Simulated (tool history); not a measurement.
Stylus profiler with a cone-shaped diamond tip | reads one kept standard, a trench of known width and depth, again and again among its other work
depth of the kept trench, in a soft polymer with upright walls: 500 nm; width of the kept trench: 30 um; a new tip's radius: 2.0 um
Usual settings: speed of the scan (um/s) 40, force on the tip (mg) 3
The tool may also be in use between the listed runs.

run	hour	speed of the scan (um/s)	force on the tip (mg)	depth of the trench (nm)	width of the trench's floor (µm)
1	0	40	3	507.43	26.96
2	27.1	40	3	507.36	26.98
3	58.5	40	3	507.37	26.96
4	83.3	40	8.7	514.81	26.99
5	118.8	40	8.7	514.81	26.95
6	147.6	40	8.43	514.52	26.95
7	164.3	40	1.63	505.1	26.84
8	191.4	18	1.63	505.05	26.89
9	218.5	18	1.63	505.06	26.91
10	249.3	18	1.63	505.02	26.84
11	264.8	40	7.97	514.1	26.87
12	280.7	40	7.97	513.98	26.87
13	297.6	40	7.97	514.07	26.84
14	325.3	40	3	507.6	26.79
15	341.8	39	3	507.45	26.79
16	378.5	39	2.66	507.03	26.78
17	413	39	2.66	507.04	26.76
18	430.5	50	3	507.48	26.76
19	451.3	47	3	507.54	26.73
20	482.6	40	2.06	506.03	26.71
21	516.7	40	2.06	506.06	26.65
22	545.2	40	2.06	506.02	26.7
23	560.3	40	2.06	506	26.7
24	596	18	3	507.65	26.72
25	614.2	18	3	507.62	26.68
26	643.8	18	3	507.6	26.68
27	680.2	40	3.22	507.87	26.62
28	697.8	129	4.83	510.39	26.43
29	722.3	24	1.53	505.04	26.59
30	756.6	24	1.53	505.14	26.57
31	786.6	54	3.47	508.41	26.57
32	808.1	11	1.24	504.57	26.63
33	837.7	110	2.12	506.23	26.25
34	855.5	110	3.18	507.97	26.31
35	875.8	68	3.81	508.87	26.45
36	899.5	68	1.06	504.16	26.34
37	924	27	5.34	511.07	26.62
38	939.9	13	8.39	514.72	26.57
39	972.7	60	3.07	507.81	26.42
40	996.2	60	3.07	507.91	26.46
41	1032.8	40	1.77	505.65	26.42
42	1061.6	32	1.21	504.54	26.4
43	1095.1	20	3.25	508.14	26.46
44	1121.4	14	5.39	511.23	26.46

Measured less the same run without the tool's hidden state. The same run-to-run variation is in both; the gauge's scatter may not be:
The hidden state here: radius of the tip, um; height scale over the true one, %; drift of the gauge itself on depth_nm, %; drift of the gauge itself on floor_um, %.
run	depth of the trench (nm)	width of the trench's floor (µm)
1	+0.3	-0.27
2	+0.31	-0.29
3	+0.32	-0.31
4	+0.34	-0.32
5	+0.35	-0.34
6	+0.36	-0.36
7	+0.36	-0.37
8	+0.38	-0.39
9	+0.39	-0.4
10	+0.39	-0.42
11	+0.41	-0.42
12	+0.41	-0.43
13	+0.42	-0.44
14	+0.42	-0.46
15	+0.43	-0.47
16	+0.44	-0.48
17	+0.45	-0.51
18	+0.46	-0.51
19	+0.47	-0.52
20	+0.48	-0.54
21	+0.49	-0.55
22	+0.5	-0.57
23	+0.51	-0.58
24	+0.53	-0.6
25	+0.53	-0.61
26	+0.54	-0.62
27	+0.56	-0.64
28	+0.56	-0.65
29	+0.57	-0.66
30	+0.58	-0.68
31	+0.59	-0.69
32	+0.6	-0.7
33	+0.61	-0.72
34	+0.62	-0.73
35	+0.62	-0.74
36	+0.63	-0.75
37	+0.64	-0.76
38	+0.65	-0.77
39	+0.66	-0.78
40	+0.67	-0.79
41	+0.67	-0.81
42	+0.69	-0.82
43	+0.7	-0.84
44	+0.72	-0.85

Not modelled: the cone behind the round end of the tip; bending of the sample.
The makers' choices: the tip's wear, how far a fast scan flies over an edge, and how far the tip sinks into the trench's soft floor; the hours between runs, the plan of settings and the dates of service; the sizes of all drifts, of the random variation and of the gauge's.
